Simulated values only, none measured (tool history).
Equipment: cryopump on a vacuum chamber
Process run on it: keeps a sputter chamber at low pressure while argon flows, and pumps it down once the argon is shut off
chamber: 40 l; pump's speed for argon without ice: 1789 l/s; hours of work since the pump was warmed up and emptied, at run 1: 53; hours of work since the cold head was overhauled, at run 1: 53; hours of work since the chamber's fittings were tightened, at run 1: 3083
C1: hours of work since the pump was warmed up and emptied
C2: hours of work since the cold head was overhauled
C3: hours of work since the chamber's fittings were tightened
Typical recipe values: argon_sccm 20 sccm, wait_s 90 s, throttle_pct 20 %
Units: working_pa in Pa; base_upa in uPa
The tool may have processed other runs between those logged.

{"run": 1, "hour": 0.0, "argon_sccm": 20, "wait_s": 90, "throttle_pct": 20, "C1": 53, "C2": 53, "C3": 3083, "working_pa": 0.0946, "base_upa": 2.53}
{"run": 2, "hour": 51.6, "argon_sccm": 20, "wait_s": 90, "throttle_pct": 20, "C1": 80, "C2": 80, "C3": 3110, "working_pa": 0.0952, "base_upa": 2.61}
{"run": 3, "hour": 85.5, "argon_sccm": 20, "wait_s": 90, "throttle_pct": 20, "C1": 98, "C2": 98, "C3": 3128, "working_pa": 0.096, "base_upa": 2.73}
{"run": 4, "hour": 132.5, "argon_sccm": 13, "wait_s": 90, "throttle_pct": 20, "C1": 122, "C2": 122, "C3": 3152, "working_pa": 0.0621, "base_upa": 2.79}
{"run": 5, "hour": 170.1, "argon_sccm": 13, "wait_s": 90, "throttle_pct": 20, "C1": 141, "C2": 141, "C3": 3171, "working_pa": 0.0633, "base_upa": 2.8}
{"run": 6, "hour": 202.0, "argon_sccm": 20, "wait_s": 90, "throttle_pct": 20, "C1": 158, "C2": 158, "C3": 3188, "working_pa": 0.0963, "base_upa": 2.78}
{"run": 7, "hour": 251.4, "argon_sccm": 20, "wait_s": 90, "throttle_pct": 20, "C1": 183, "C2": 183, "C3": 3213, "working_pa": 0.0954, "base_upa": 2.86}
{"run": 8, "hour": 300.7, "argon_sccm": 20, "wait_s": 90, "throttle_pct": 20, "C1": 209, "C2": 209, "C3": 3239, "working_pa": 0.097, "base_upa": 2.83}
{"run": 9, "hour": 343.5, "argon_sccm": 20, "wait_s": 90, "throttle_pct": 20, "C1": 231, "C2": 231, "C3": 3261, "working_pa": 0.0965, "base_upa": 2.93}
{"run": 10, "hour": 368.6, "argon_sccm": 20, "wait_s": 90, "throttle_pct": 20, "C1": 244, "C2": 244, "C3": 3274, "working_pa": 0.098, "base_upa": 2.86}
{"run": 11, "hour": 394.4, "argon_sccm": 37, "wait_s": 278, "throttle_pct": 20, "C1": 257, "C2": 257, "C3": 3287, "working_pa": 0.1791, "base_upa": 2.66}
{"run": 12, "hour": 438.1, "argon_sccm": 20, "wait_s": 45, "throttle_pct": 20, "C1": 280, "C2": 280, "C3": 3310, "working_pa": 0.0984, "base_upa": 3.35}
{"run": 13, "hour": 471.2, "argon_sccm": 11, "wait_s": 90, "throttle_pct": 48, "C1": 297, "C2": 297, "C3": 3327, "working_pa": 0.023, "base_upa": 3}
{"run": 14, "hour": 527.4, "argon_sccm": 20, "wait_s": 100, "throttle_pct": 20, "C1": 326, "C2": 326, "C3": 3356, "working_pa": 0.0972, "base_upa": 3.01}
{"run": 15, "hour": 554.4, "argon_sccm": 20, "wait_s": 100, "throttle_pct": 20, "C1": 340, "C2": 340, "C3": 3370, "working_pa": 0.097, "base_upa": 3.07}

3 options for the next run, each taken on its own from the tool as it stands now. Forecast them:
{"run": "A", "hour": 600.6, "argon_sccm": 9, "wait_s": 100, "throttle_pct": 20, "C1": 364, "C2": 364, "C3": 3394, "working_pa": "?", "base_upa": "?"}
{"run": "B", "hour": 600.6, "argon_sccm": 14, "wait_s": 60, "throttle_pct": 20, "C1": 364, "C2": 364, "C3": 3394, "working_pa": "?", "base_upa": "?"}
{"run": "C", "hour": 600.6, "argon_sccm": 30, "wait_s": 90, "throttle_pct": 21, "C1": 364, "C2": 364, "C3": 3394, "working_pa": "?", "base_upa": "?"}

run=A working_pa=0.0447 base_upa=3.09
run=B working_pa=0.068 base_upa=3.41
run=C working_pa=0.1403 base_upa=3.04
With the hidden condition removed and each run's random variation left untouched, the same runs would have given:
run=A working_pa=0.0433 base_upa=0.54
run=B working_pa=0.0658 base_upa=0.79
run=C working_pa=0.1356 base_upa=0.56

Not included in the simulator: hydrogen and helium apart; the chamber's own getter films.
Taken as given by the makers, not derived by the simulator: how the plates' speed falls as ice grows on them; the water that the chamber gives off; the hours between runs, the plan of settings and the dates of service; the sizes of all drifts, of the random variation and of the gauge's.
